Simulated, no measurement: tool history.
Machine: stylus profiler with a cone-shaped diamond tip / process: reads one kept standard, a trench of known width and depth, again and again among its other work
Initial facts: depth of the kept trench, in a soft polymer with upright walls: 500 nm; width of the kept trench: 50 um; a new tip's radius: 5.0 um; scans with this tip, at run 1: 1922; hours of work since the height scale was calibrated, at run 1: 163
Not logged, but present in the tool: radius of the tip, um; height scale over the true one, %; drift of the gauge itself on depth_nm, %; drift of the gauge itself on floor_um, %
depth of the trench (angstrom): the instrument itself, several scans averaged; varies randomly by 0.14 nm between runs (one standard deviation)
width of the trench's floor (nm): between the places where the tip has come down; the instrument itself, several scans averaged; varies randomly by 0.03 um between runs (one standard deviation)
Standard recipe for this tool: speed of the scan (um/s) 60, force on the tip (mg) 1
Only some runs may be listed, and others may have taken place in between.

| run | hour | speed of the scan (um/s) | force on the tip (mg) | scans with this tip | hours of work since the height scale was calibrated | depth of the trench (angstrom) | width of the trench's floor (nm) |
|---|---|---|---|---|---|---|---|
| 1 | 0 | 60 | 1 | 1922 | 163 | 5045.8 | 45100 |
| 2 | 94.2 | 60 | 1 | 2724 | 232 | 5044.5 | 45100 |
| 3 | 198.9 | 60 | 1 | 3614 | 307 | 5045.8 | 45050 |
| 4 | 267.3 | 60 | 1 | 4196 | 357 | 5046.5 | 45080 |
| 5 | 368.2 | 58 | 1 | 5055 | 430 | 5046.2 | 45060 |
| 6 | 456.9 | 58 | 1 | 5810 | 494 | 5043.8 | 45060 |

What does the tool deliver on the next run?
| 7 | 550.4 | 46 | 1.4 | 6605 | 562 | ? | ? |

{"run 7": {"depth of the trench (angstrom)": 5058.4, "width of the trench's floor (nm)": 45290}}
Take away the tool's hidden state, keep the run-to-run variation as it was, and the same run would have given depth of the trench (angstrom) 5058.4, width of the trench's floor (nm) 45300.
